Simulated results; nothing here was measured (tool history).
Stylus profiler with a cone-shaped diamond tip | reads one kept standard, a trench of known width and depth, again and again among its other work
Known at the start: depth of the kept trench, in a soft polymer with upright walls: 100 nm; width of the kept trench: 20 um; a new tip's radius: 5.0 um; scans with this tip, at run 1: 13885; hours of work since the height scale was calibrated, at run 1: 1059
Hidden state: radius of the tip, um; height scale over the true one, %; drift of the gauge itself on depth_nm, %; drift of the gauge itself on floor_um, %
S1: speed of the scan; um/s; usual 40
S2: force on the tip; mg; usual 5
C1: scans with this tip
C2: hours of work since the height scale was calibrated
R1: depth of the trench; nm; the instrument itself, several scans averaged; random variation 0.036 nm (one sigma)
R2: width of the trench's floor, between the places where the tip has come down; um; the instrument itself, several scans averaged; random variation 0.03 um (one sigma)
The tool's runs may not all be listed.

run    hour   S1     S2     C1    C2      R1     R2
  1       0   40      5  13885  1059  102.01     17
  2    73.7   40      5  14347  1094  101.98     17
  3   141.9   40      5  14776  1127  102.05  16.98
  4   204.7   17      5  15170  1157  102.09  17.09
  5     240   40   6.73  15392  1174  102.44  16.96
  6   269.8  115      5  15578  1188  102.13  16.65
  7   342.1  115      5  16032  1223  102.08  16.57
  8   390.8   40  10.84  16338  1246  103.14  16.98
  9   429.4   40  10.84  16580  1264  103.15  16.98
 10   483.4   40   2.41  16919  1290  101.56  16.73
 11   555.3   70      5  17370  1325  102.14   16.7
 12   586.1   70      5  17564  1339  102.13  16.69
 13   621.1   70   3.47  17784  1356  101.82  16.73
 14   665.5   29      5  18062  1377  102.19  16.94
      672.4  -- height scale calibrated on a step standard
 15   723.9   23      5  18426    25  102.33   16.9
 16   759.7   23      5  18650    42  102.33  16.89
 17     805   23    5.1  18935    63  102.29  16.88
 18   847.9   84    5.1  19204    84  102.37  16.61
 19   881.2   18      5  19413   100  102.36  16.88
 20   937.9   18      5  19769   127  102.42  16.88
 21   990.7   20   1.78  20101   152  101.65  16.78
 22  1055.7   40   11.4  20508   183  103.58   16.8
 23  1090.4  130   4.06  20727   200  102.21   16.2
     1095.8  -- height scale calibrated on a step standard, once more
 24  1160.4   20   4.06  21163    31   101.3  16.79
 25  1226.1  149  13.15  21575    62  102.89  16.49
 26  1262.8  104    1.7  21806    80  100.77  16.12
     1290.1  -- new tip fitted, height scale calibrated
 27  1314.4  104    1.7    153    12  100.67  17.22
 28  1350.6  104    1.7    380    29  100.72  17.14
 29  1423.8   80  10.94    840    64  102.56  17.67
 30  1459.5   18  11.32   1064    81  102.68  17.86
 31  1515.9   18  11.32   1418   108   102.7  17.83
 32  1549.1   18  11.32   1627   124  102.61  17.83
 33  1605.4   18  11.32   1980   151  102.64  17.79
 34  1649.9  131   2.06   2259   172  100.91  16.93
 35  1706.1  131   2.06   2612   199  100.89  16.93
 36  1755.9  131   2.06   2925   223  100.93  16.82
 37  1813.9   32   2.91   3289   251  101.16  17.61
 38  1845.7   32   2.91   3488   266   101.2  17.58
 39  1905.4   40   4.32   3863   295  101.49  17.56
 40  1950.5   40  10.73   4146   316  102.71  17.65

Hidden state or all else? Some run-to-run changes of R1, split into what the settings, what came in and random variation would give without the hidden state, and what is left for the hidden state (with any gauge scatter that isn't in both results):
Run 14 -> 15: S1 29 -> 23, height scale calibrated on a step standard. R1 +0.14 nm: hidden state +0.19, all else -0.05.
Run 21 -> 22: S1 20 -> 40, S2 1.78 -> 11.4. R1 +1.93 nm: hidden state +0.04, all else +1.89.
Run 23 -> 24: S1 130 -> 20, height scale calibrated on a step standard, once more. R1 -0.91 nm: hidden state -0.88, all else -0.03.
Run 25 -> 26: S1 149 -> 104, S2 13.15 -> 1.7. R1 -2.12 nm: hidden state +0, all else -2.12.
Run 28 -> 29: S1 104 -> 80, S2 1.7 -> 10.94. R1 +1.84 nm: hidden state +0.01, all else +1.83.
